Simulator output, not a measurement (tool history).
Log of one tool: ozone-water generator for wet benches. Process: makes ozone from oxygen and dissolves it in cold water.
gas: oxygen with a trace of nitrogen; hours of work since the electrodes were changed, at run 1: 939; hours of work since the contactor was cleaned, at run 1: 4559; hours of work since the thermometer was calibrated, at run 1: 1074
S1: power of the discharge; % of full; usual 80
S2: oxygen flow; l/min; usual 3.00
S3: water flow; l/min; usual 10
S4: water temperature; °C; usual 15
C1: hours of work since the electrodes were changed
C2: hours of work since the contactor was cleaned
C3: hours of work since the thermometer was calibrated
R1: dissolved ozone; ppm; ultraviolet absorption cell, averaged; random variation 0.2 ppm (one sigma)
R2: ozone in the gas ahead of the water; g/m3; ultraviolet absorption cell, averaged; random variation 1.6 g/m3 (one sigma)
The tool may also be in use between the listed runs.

{"run": 1, "day": 0.0, "S1": 80, "S2": 3.0, "S3": 10, "S4": 15, "C1": 939, "C2": 4559, "C3": 1074, "R1": 26.5, "R2": 295.9}
{"run": 2, "day": 0.883, "S1": 80, "S2": 3.0, "S3": 10, "S4": 15, "C1": 959, "C2": 4579, "C3": 1094, "R1": 26.2, "R2": 295.8}
{"run": 3, "day": 2.388, "S1": 80, "S2": 1.81, "S3": 10, "S4": 15, "C1": 993, "C2": 4612, "C3": 1127, "R1": 24.3, "R2": 367.3}
{"run": 4, "day": 3.658, "S1": 80, "S2": 1.81, "S3": 10, "S4": 15, "C1": 1021, "C2": 4641, "C3": 1156, "R1": 24.2, "R2": 367.4}
{"run": 5, "day": 5.008, "S1": 80, "S2": 2.56, "S3": 10, "S4": 15, "C1": 1051, "C2": 4671, "C3": 1186, "R1": 25.6, "R2": 319.8}
{"run": 6, "day": 6.296, "S1": 80, "S2": 3.01, "S3": 10, "S4": 15, "C1": 1080, "C2": 4700, "C3": 1215, "R1": 26.2, "R2": 296.1}
{"run": 7, "day": 7.025, "S1": 80, "S2": 3.0, "S3": 10, "S4": 9, "C1": 1097, "C2": 4716, "C3": 1231, "R1": 28.5, "R2": 296.2}
{"run": 8, "day": 8.321, "S1": 80, "S2": 3.0, "S3": 10, "S4": 9, "C1": 1126, "C2": 4745, "C3": 1260, "R1": 29.0, "R2": 295.9}

The next listed run, before its measurement:
{"run": 9, "day": 9.604, "S1": 80, "S2": 3.0, "S3": 10, "S4": 9, "C1": 1154, "C2": 4774, "C3": 1289, "R1": "?", "R2": "?"}

R1: 29.1 ppm
R2: 294.9 g/m3
Without the tool's hidden state the same run would have given R1 31.0 ppm, R2 302.9 g/m3.
